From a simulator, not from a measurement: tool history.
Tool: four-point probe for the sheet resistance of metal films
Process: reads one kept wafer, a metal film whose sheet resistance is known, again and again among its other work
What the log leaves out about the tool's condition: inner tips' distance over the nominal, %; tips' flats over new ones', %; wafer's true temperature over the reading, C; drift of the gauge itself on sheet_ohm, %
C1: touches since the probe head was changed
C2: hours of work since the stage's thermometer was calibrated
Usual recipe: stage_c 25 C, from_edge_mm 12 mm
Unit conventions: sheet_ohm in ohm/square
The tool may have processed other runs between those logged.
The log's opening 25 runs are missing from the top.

run 26 hour=1239.0 | stage_c=30 from_edge_mm=71 | C1=71623 C2=206 | sheet_ohm=19.278055
run 27 hour=1283.3 | stage_c=32 from_edge_mm=12 | C1=72521 C2=225 | sheet_ohm=19.318190
run 28 hour=1317.9 | stage_c=20 from_edge_mm=5 | C1=73225 C2=241 | sheet_ohm=19.313367
run 29 hour=1364.7 | stage_c=20 from_edge_mm=5 | C1=74175 C2=261 | sheet_ohm=19.308049
run 30 hour=1409.3 | stage_c=20 from_edge_mm=5 | C1=75078 C2=281 | sheet_ohm=19.310347
run 31 hour=1477.3 | stage_c=20 from_edge_mm=26 | C1=76458 C2=311 | sheet_ohm=19.152866
run 32 hour=1529.6 | stage_c=20 from_edge_mm=26 | C1=77521 C2=335 | sheet_ohm=19.144737
run 33 hour=1559.5 | stage_c=32 from_edge_mm=12 | C1=78128 C2=348 | sheet_ohm=19.316165
run 34 hour=1592.9 | stage_c=30 from_edge_mm=6 | C1=78806 C2=363 | sheet_ohm=19.370185
run 35 hour=1648.7 | stage_c=22 from_edge_mm=71 | C1=79939 C2=387 | sheet_ohm=19.160191
run 36 hour=1705.8 | stage_c=21 from_edge_mm=18 | C1=81098 C2=413 | sheet_ohm=19.164416
run 37 hour=1760.3 | stage_c=23 from_edge_mm=9 | C1=82202 C2=437 | sheet_ohm=19.218870
run 38 hour=1804.6 | stage_c=23 from_edge_mm=9 | C1=83103 C2=456 | sheet_ohm=19.223399
run 39 hour=1837.8 | stage_c=19 from_edge_mm=5 | C1=83775 C2=471 | sheet_ohm=19.280255
run 40 hour=1875.6 | stage_c=19 from_edge_mm=5 | C1=84542 C2=488 | sheet_ohm=19.290216
run 41 hour=1931.4 | stage_c=19 from_edge_mm=5 | C1=85676 C2=513 | sheet_ohm=19.284620
run 42 hour=1987.9 | stage_c=21 from_edge_mm=4 | C1=86823 C2=538 | sheet_ohm=19.399774
run 43 hour=2044.9 | stage_c=21 from_edge_mm=4 | C1=87980 C2=563 | sheet_ohm=19.391573
run 44 hour=2087.1 | stage_c=19 from_edge_mm=4 | C1=88835 C2=582 | sheet_ohm=19.366881

Consider 4 possible next runs. They are alternatives, not a sequence: every one starts from the tool as it was left by run 44. What does each give?
run A hour=2154.4 | stage_c=27 from_edge_mm=4 | C1=90202 C2=611 | sheet_ohm=?
run B hour=2154.4 | stage_c=25 from_edge_mm=32 | C1=90202 C2=611 | sheet_ohm=?
run C hour=2154.4 | stage_c=22 from_edge_mm=8 | C1=90202 C2=611 | sheet_ohm=?
run D hour=2154.4 | stage_c=19 from_edge_mm=10 | C1=90202 C2=611 | sheet_ohm=?

run=A sheet_ohm=19.469186
run=B sheet_ohm=19.184472
run=C sheet_ohm=19.220217
run=D sheet_ohm=19.145056
What these runs would have given with no unlogged condition in the tool:
run=A sheet_ohm=19.460871
run=B sheet_ohm=19.176320
run=C sheet_ohm=19.212140
run=D sheet_ohm=19.137098
